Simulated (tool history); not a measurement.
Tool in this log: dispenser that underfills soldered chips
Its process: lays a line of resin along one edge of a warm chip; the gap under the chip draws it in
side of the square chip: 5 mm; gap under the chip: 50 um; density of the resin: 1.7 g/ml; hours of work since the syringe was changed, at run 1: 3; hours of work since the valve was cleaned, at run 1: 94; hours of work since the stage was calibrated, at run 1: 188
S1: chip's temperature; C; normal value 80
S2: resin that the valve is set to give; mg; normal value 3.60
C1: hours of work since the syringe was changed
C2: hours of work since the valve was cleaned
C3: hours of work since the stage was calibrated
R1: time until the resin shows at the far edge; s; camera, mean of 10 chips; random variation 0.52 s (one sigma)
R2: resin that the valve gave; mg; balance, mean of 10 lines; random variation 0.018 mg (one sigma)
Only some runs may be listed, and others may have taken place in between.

{"run": 1, "day": 0.0, "S1": 80, "S2": 3.6, "C1": 3, "C2": 94, "C3": 188, "R1": 47.5, "R2": 3.41}
{"day": 0.479, "done": "new syringe of resin"}
{"run": 2, "day": 0.546, "S1": 80, "S2": 3.6, "C1": 1, "C2": 104, "C3": 197, "R1": 44.1, "R2": 3.37}
{"run": 3, "day": 1.021, "S1": 80, "S2": 3.6, "C1": 9, "C2": 112, "C3": 205, "R1": 66.8, "R2": 3.35}
{"day": 1.075, "done": "new syringe of resin"}
{"day": 1.158, "done": "dispensing valve cleaned and set on the balance"}
{"run": 4, "day": 1.488, "S1": 80, "S2": 4.19, "C1": 6, "C2": 6, "C3": 212, "R1": 56.1, "R2": 4.13}
{"day": 1.729, "done": "new syringe of resin"}
{"run": 5, "day": 2.05, "S1": 80, "S2": 3.6, "C1": 5, "C2": 15, "C3": 221, "R1": 55.1, "R2": 3.53}
{"day": 2.325, "done": "new syringe of resin"}
{"run": 6, "day": 2.396, "S1": 80, "S2": 3.6, "C1": 1, "C2": 21, "C3": 227, "R1": 42.3, "R2": 3.58}
{"day": 2.921, "done": "new syringe of resin"}
{"run": 7, "day": 3.017, "S1": 80, "S2": 3.6, "C1": 2, "C2": 31, "C3": 237, "R1": 45.5, "R2": 3.5}
{"day": 3.529, "done": "new syringe of resin"}
{"run": 8, "day": 3.617, "S1": 80, "S2": 3.56, "C1": 1, "C2": 41, "C3": 248, "R1": 43.6, "R2": 3.46}
{"run": 9, "day": 3.992, "S1": 80, "S2": 3.6, "C1": 8, "C2": 47, "C3": 254, "R1": 61.6, "R2": 3.49}
{"day": 4.179, "done": "new syringe of resin"}
{"run": 10, "day": 4.404, "S1": 80, "S2": 3.6, "C1": 4, "C2": 54, "C3": 261, "R1": 49.8, "R2": 3.45}
{"day": 4.812, "done": "new syringe of resin"}
{"run": 11, "day": 4.933, "S1": 80, "S2": 3.6, "C1": 2, "C2": 63, "C3": 270, "R1": 44.6, "R2": 3.47}
{"day": 5.412, "done": "new syringe of resin"}
{"run": 12, "day": 5.425, "S1": 80, "S2": 3.6, "C1": 0, "C2": 71, "C3": 278, "R1": 41.2, "R2": 3.44}
{"run": 13, "day": 5.838, "S1": 80, "S2": 3.6, "C1": 7, "C2": 78, "C3": 285, "R1": 58.3, "R2": 3.41}
{"day": 6.012, "done": "new syringe of resin"}
{"run": 14, "day": 6.429, "S1": 80, "S2": 3.6, "C1": 7, "C2": 88, "C3": 295, "R1": 58.7, "R2": 3.39}
{"day": 6.629, "done": "new syringe of resin"}
{"run": 15, "day": 6.833, "S1": 80, "S2": 3.6, "C1": 3, "C2": 95, "C3": 301, "R1": 48.9, "R2": 3.34}
{"day": 7.254, "done": "new syringe of resin"}
{"run": 16, "day": 7.3, "S1": 80, "S2": 3.6, "C1": 1, "C2": 103, "C3": 309, "R1": 40.8, "R2": 3.37}
{"run": 17, "day": 7.821, "S1": 80, "S2": 3.6, "C1": 10, "C2": 112, "C3": 318, "R1": 65.8, "R2": 3.3}
{"day": 7.858, "done": "new syringe of resin"}
{"day": 7.975, "done": "dispensing valve cleaned and set on the balance"}
{"run": 18, "day": 8.454, "S1": 80, "S2": 4.66, "C1": 9, "C2": 8, "C3": 328, "R1": 65.0, "R2": 4.64}
{"day": 8.521, "done": "new syringe of resin"}
{"run": 19, "day": 9.058, "S1": 86, "S2": 3.64, "C1": 9, "C2": 18, "C3": 338, "R1": 50.1, "R2": 3.61}
{"day": 9.121, "done": "new syringe of resin"}
{"run": 20, "day": 9.346, "S1": 86, "S2": 3.64, "C1": 4, "C2": 23, "C3": 343, "R1": 38.8, "R2": 3.56}
{"day": 9.762, "done": "new syringe of resin"}
{"run": 21, "day": 9.892, "S1": 86, "S2": 3.64, "C1": 2, "C2": 32, "C3": 352, "R1": 34.8, "R2": 3.54}
{"day": 10.4, "done": "new syringe of resin"}
{"run": 22, "day": 10.512, "S1": 86, "S2": 3.64, "C1": 2, "C2": 42, "C3": 362, "R1": 34.2, "R2": 3.55}
{"day": 11.008, "done": "new syringe of resin"}
{"run": 23, "day": 11.142, "S1": 86, "S2": 3.64, "C1": 2, "C2": 53, "C3": 373, "R1": 34.8, "R2": 3.51}
{"run": 24, "day": 11.508, "S1": 85, "S2": 4.53, "C1": 9, "C2": 59, "C3": 379, "R1": 49.5, "R2": 4.34}
{"day": 11.612, "done": "new syringe of resin"}
{"run": 25, "day": 11.996, "S1": 76, "S2": 4.3, "C1": 7, "C2": 67, "C3": 387, "R1": 67.0, "R2": 4.09}
{"day": 12.229, "done": "new syringe of resin"}
{"run": 26, "day": 12.625, "S1": 76, "S2": 4.3, "C1": 7, "C2": 78, "C3": 398, "R1": 66.9, "R2": 4.1}
{"day": 12.842, "done": "new syringe of resin"}
{"run": 27, "day": 13.062, "S1": 90, "S2": 4.54, "C1": 4, "C2": 85, "C3": 405, "R1": 31.6, "R2": 4.29}
{"day": 13.45, "done": "new syringe of resin"}
{"run": 28, "day": 13.679, "S1": 95, "S2": 4.34, "C1": 4, "C2": 95, "C3": 415, "R1": 26.2, "R2": 4.05}
{"day": 14.046, "done": "new syringe of resin"}
{"run": 29, "day": 14.142, "S1": 95, "S2": 3.2, "C1": 2, "C2": 103, "C3": 423, "R1": 23.9, "R2": 2.97}
{"day": 14.642, "done": "new syringe of resin"}
{"run": 30, "day": 14.642, "S1": 88, "S2": 3.74, "C1": 0, "C2": 111, "C3": 431, "R1": 28.8, "R2": 3.46}
{"day": 14.775, "done": "dispensing valve cleaned and set on the balance"}
{"run": 31, "day": 15.217, "S1": 91, "S2": 3.27, "C1": 9, "C2": 8, "C3": 440, "R1": 40.6, "R2": 3.27}
{"day": 15.296, "done": "new syringe of resin"}
{"run": 32, "day": 15.775, "S1": 82, "S2": 3.27, "C1": 8, "C2": 17, "C3": 449, "R1": 55.2, "R2": 3.24}
{"day": 15.917, "done": "new syringe of resin"}
{"run": 33, "day": 16.312, "S1": 90, "S2": 3.6, "C1": 7, "C2": 26, "C3": 458, "R1": 37.2, "R2": 3.53}
{"day": 16.512, "done": "new syringe of resin"}
{"run": 34, "day": 16.842, "S1": 73, "S2": 3.42, "C1": 6, "C2": 35, "C3": 467, "R1": 73.4, "R2": 3.32}

What if the next run were any one of these 3? Each begins from the tool's condition after run 34:
{"day": 17.112, "done": "new syringe of resin"}
{"run": "A", "day": 17.279, "S1": 76, "S2": 3.1, "C1": 3, "C2": 42, "C3": 474, "R1": "?", "R2": "?"}
{"day": 17.112, "done": "new syringe of resin"}
{"run": "B", "day": 17.279, "S1": 73, "S2": 4.58, "C1": 3, "C2": 42, "C3": 474, "R1": "?", "R2": "?"}
{"day": 17.112, "done": "new syringe of resin"}
{"run": "C", "day": 17.279, "S1": 71, "S2": 4.35, "C1": 3, "C2": 42, "C3": 474, "R1": "?", "R2": "?"}

run=A R1=55.9 R2=3.01
run=B R1=60.7 R2=4.42
run=C R1=65.8 R2=4.22
Had the tool no hidden state, the same runs would have come out as:
run=A R1=52.1 R2=3.11
run=B R1=56.9 R2=4.56
run=C R1=61.7 R2=4.36
